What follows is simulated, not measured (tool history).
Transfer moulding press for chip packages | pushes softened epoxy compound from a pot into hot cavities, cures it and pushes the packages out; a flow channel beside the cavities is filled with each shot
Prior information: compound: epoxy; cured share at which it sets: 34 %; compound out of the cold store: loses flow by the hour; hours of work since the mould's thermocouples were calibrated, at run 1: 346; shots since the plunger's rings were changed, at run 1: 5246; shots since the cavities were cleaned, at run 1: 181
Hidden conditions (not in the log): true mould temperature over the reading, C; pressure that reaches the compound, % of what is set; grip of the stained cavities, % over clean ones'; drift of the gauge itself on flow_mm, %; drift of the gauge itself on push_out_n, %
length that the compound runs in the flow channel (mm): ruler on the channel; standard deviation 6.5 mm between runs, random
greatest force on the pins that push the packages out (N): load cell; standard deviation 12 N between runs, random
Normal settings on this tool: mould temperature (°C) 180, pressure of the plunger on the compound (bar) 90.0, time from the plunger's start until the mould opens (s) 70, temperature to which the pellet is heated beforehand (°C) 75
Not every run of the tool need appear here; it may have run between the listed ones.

run    day  mould temperature (°C)  pressure of the plunger on the compound (bar)  time from the plunger's start until the mould opens (s)  temperature to which the pellet is heated beforehand (°C)  hours of work since the mould's thermocouples were calibrated  shots since the plunger's rings were changed  shots since the cavities were cleaned  incoming compound's hours out of the cold store  length that the compound runs in the flow channel (mm)  greatest force on the pins that push the packages out (N)
  1  0.000                     180                                           90.0                                                       70                                                         75                                                            346                                          5246                                    181                                             41.4                                                     728                                                        584
  2  0.658                     180                                           90.0                                                       70                                                         75                                                            357                                          5501                                    436                                             46.7                                                     715                                                        596
     1.142  -- cavities cleaned with cleaning compound and waxed
  3  1.229                     180                                           90.0                                                       70                                                         75                                                            366                                          5696                                     34                                             22.0                                                     758                                                        643
  4  1.858                     180                                           90.0                                                       70                                                         75                                                            376                                          5939                                    277                                             15.4                                                     782                                                        629
  5  2.350                     180                                           90.0                                                       70                                                         75                                                            385                                          6130                                    468                                             19.3                                                     765                                                        621
     2.783  -- cavities cleaned with cleaning compound and waxed
  6  3.079                     180                                           90.0                                                       88                                                         75                                                            396                                          6387                                    114                                             29.2                                                     746                                                        368
  7  3.508                     180                                           90.0                                                      106                                                         75                                                            403                                          6552                                    279                                             19.7                                                     766                                                        337
     3.912  -- plunger's sealing rings changed
  8  4.225                     180                                           90.0                                                      106                                                         75                                                            413                                           122                                    516                                              9.0                                                     793                                                        325
     4.508  -- cavities cleaned with cleaning compound and waxed
  9  4.704                     180                                           90.0                                                      106                                                         75                                                            420                                           283                                     76                                             16.6                                                     784                                                        311
 10  5.183                     178                                           69.2                                                       70                                                         79                                                            428                                           468                                    261                                             21.6                                                     671                                                        750
 11  5.558                     178                                           69.2                                                       97                                                         79                                                            435                                           613                                    406                                             30.9                                                     665                                                        349
     6.146  -- cavities cleaned with cleaning compound and waxed
 12  6.200                     178                                           69.2                                                       97                                                         79                                                            444                                           836                                     20                                             13.2                                                     690                                                        356
 13  6.483                     185                                           87.0                                                      107                                                         79                                                            449                                           946                                    130                                             12.8                                                     755                                                        322
 14  6.762                     185                                          109.6                                                       62                                                         78                                                            454                                          1053                                    237                                             34.5                                                     795                                                        577
     7.083  -- mould's thermocouples calibrated
 15  7.388                     185                                          109.6                                                       62                                                         78                                                              5                                          1263                                    447                                             41.6                                                     779                                                        567
     7.858  -- cavities cleaned with cleaning compound and waxed
 16  7.938                     185                                          109.6                                                       62                                                         78                                                             13                                          1450                                     30                                             28.0                                                     807                                                        581

Branching from run 16: 5 alternative next runs. What would each branch give?
  A  8.342                     185                                          109.6                                                       62                                                         66                                                             20                                          1607                                    187                                             45.5                                                       ?                                                          ?
  B  8.342                     180                                           90.0                                                       70                                                         75                                                             20                                          1607                                    187                                             33.2                                                       ?                                                          ?
  C  8.342                     173                                          106.6                                                       89                                                         75                                                             20                                          1607                                    187                                             44.3                                                       ?                                                          ?
  D  8.342                     180                                           82.6                                                       70                                                         75                                                             20                                          1607                                    187                                             42.4                                                       ?                                                          ?
  E  8.342                     180                                          108.7                                                       70                                                         65                                                             20                                          1607                                    187                                             47.1                                                       ?                                                          ?

run  length that the compound runs in the flow channel (mm)  greatest force on the pins that push the packages out (N)
  A                                                     783                                                        585
  B                                                     743                                                        613
  C                                                     813                                                        543
  D                                                     698                                                        604
  E                                                     780                                                        608
Had the tool no hidden state, the same runs would have come out as:
run  length that the compound runs in the flow channel (mm)  greatest force on the pins that push the packages out (N)
  A                                                     783                                                        583
  B                                                     743                                                        611
  C                                                     813                                                        540
  D                                                     699                                                        602
  E                                                     780                                                        606

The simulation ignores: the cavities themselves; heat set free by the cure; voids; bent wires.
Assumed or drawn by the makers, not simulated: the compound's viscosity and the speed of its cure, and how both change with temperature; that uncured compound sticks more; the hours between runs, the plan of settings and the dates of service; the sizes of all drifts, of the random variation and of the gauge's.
